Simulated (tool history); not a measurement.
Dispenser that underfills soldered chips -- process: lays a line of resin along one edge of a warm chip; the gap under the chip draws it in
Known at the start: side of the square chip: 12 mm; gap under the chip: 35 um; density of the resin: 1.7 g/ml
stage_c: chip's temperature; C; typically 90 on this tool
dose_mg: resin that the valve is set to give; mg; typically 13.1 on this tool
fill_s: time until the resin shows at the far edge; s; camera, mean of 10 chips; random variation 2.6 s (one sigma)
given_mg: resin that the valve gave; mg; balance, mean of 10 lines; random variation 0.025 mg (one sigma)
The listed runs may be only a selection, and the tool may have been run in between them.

| run | hour | stage_c | dose_mg | fill_s | given_mg |
|---|---|---|---|---|---|
| 1 | 0.0 | 90 | 13.1 | 279.1 | 12.83 |
| 2 | 7.4 | 90 | 13.1 | 401.9 | 12.77 |
|  | 16.4 | new syringe of resin |
| 3 | 24.4 | 90 | 13.1 | 360.1 | 12.70 |
|  | 34.3 | new syringe of resin |
| 4 | 40.2 | 90 | 13.1 | 324.4 | 12.70 |
|  | 52.9 | new syringe of resin |
| 5 | 57.0 | 90 | 13.1 | 298.7 | 12.64 |
|  | 71.5 | new syringe of resin |
|  | 72.5 | dispensing valve cleaned and set on the balance |
| 6 | 73.7 | 90 | 14.1 | 249.3 | 14.08 |
| 7 | 87.6 | 90 | 14.1 | 506.2 | 14.03 |
|  | 91.4 | new syringe of resin |
| 8 | 98.2 | 88 | 13.1 | 354.6 | 13.01 |
| 9 | 106.5 | 88 | 13.1 | 551.0 | 13.03 |
|  | 110.1 | new syringe of resin |
| 10 | 120.8 | 98 | 13.1 | 330.6 | 12.91 |
|  | 128.4 | new syringe of resin |
| 11 | 134.8 | 98 | 13.1 | 268.9 | 12.95 |
|  | 147.2 | new syringe of resin |
| 12 | 150.0 | 90 | 16.0 | 264.7 | 15.71 |
| 13 | 159.7 | 90 | 16.0 | 428.9 | 15.72 |
|  | 165.2 | new syringe of resin |
| 14 | 174.0 | 90 | 13.1 | 374.8 | 12.80 |
|  | 183.7 | new syringe of resin |
| 15 | 185.1 | 90 | 11.1 | 259.9 | 10.78 |
| 16 | 199.0 | 90 | 11.1 | 536.0 | 10.76 |
|  | 201.7 | new syringe of resin |
| 17 | 216.1 | 91 | 11.1 | 510.5 | 10.74 |
|  | 219.5 | new syringe of resin |
| 18 | 227.4 | 86 | 13.1 | 391.5 | 12.66 |
| 19 | 235.2 | 90 | 15.9 | 525.0 | 15.31 |
|  | 237.9 | new syringe of resin |
| 20 | 250.5 | 90 | 15.9 | 439.6 | 15.21 |
|  | 253.4 | dispensing valve cleaned and set on the balance |
|  | 257.4 | new syringe of resin |
| 21 | 267.4 | 90 | 15.9 | 382.0 | 15.91 |
|  | 276.0 | new syringe of resin |
| 22 | 284.2 | 79 | 15.9 | 476.4 | 15.85 |
|  | 294.6 | new syringe of resin |
| 23 | 299.0 | 90 | 16.6 | 293.3 | 16.43 |
|  | 312.4 | new syringe of resin |
| 24 | 312.8 | 90 | 16.6 | 228.0 | 16.41 |
| 25 | 328.6 | 78 | 12.0 | 761.3 | 11.82 |
|  | 330.3 | new syringe of resin |
| 26 | 338.4 | 85 | 16.5 | 386.9 | 16.23 |
|  | 341.8 | stage's temperature calibrated |
|  | 349.1 | new syringe of resin |
| 27 | 352.5 | 85 | 16.5 | 350.8 | 16.17 |
|  | 367.3 | new syringe of resin |
| 28 | 367.9 | 84 | 16.5 | 306.4 | 16.14 |
| 29 | 380.7 | 92 | 15.5 | 477.0 | 15.05 |
|  | 385.0 | new syringe of resin |
| 30 | 394.2 | 97 | 16.5 | 331.7 | 16.04 |
|  | 403.7 | new syringe of resin |
| 31 | 411.4 | 97 | 16.5 | 313.5 | 15.94 |
|  | 421.6 | new syringe of resin |
| 32 | 421.6 | 97 | 16.5 | 208.1 | 15.92 |
|  | 435.6 | dispensing valve cleaned and set on the balance |
| 33 | 436.5 | 97 | 16.5 | 424.9 | 16.58 |
|  | 440.8 | new syringe of resin |
| 34 | 444.6 | 97 | 16.5 | 255.2 | 16.53 |
|  | 458.7 | new syringe of resin |
| 35 | 459.0 | 97 | 16.5 | 206.7 | 16.51 |
| 36 | 475.6 | 97 | 16.5 | 492.7 | 16.41 |

How would selected steps in fill_s from run to run divide? Give the signed amount a tool lacking its hidden state would still show from settings, what came in and random variation, and the signed amount left for the hidden state, including any gauge scatter that is not in both of the compared results.
What the log doesn't record here: resin's viscosity, % of fresh resin's; dose that the valve gives, % of what is set; true chip temperature over the reading, C; drift of the gauge itself on fill_s, %; drift of the gauge itself on given_mg, %.
Run 24 -> 25: stage_c 90 -> 78, dose_mg 16.6 -> 12.0. fill_s +533.3 s: hidden state +411.6, all else +121.7.
Run 25 -> 26: stage_c 78 -> 85, dose_mg 12.0 -> 16.5, new syringe of resin. fill_s -374.4 s: hidden state -295.1, all else -79.3.
Run 35 -> 36: settings left as they were, no log entry in between. fill_s +286.0 s: hidden state +283.0, all else +3.0.
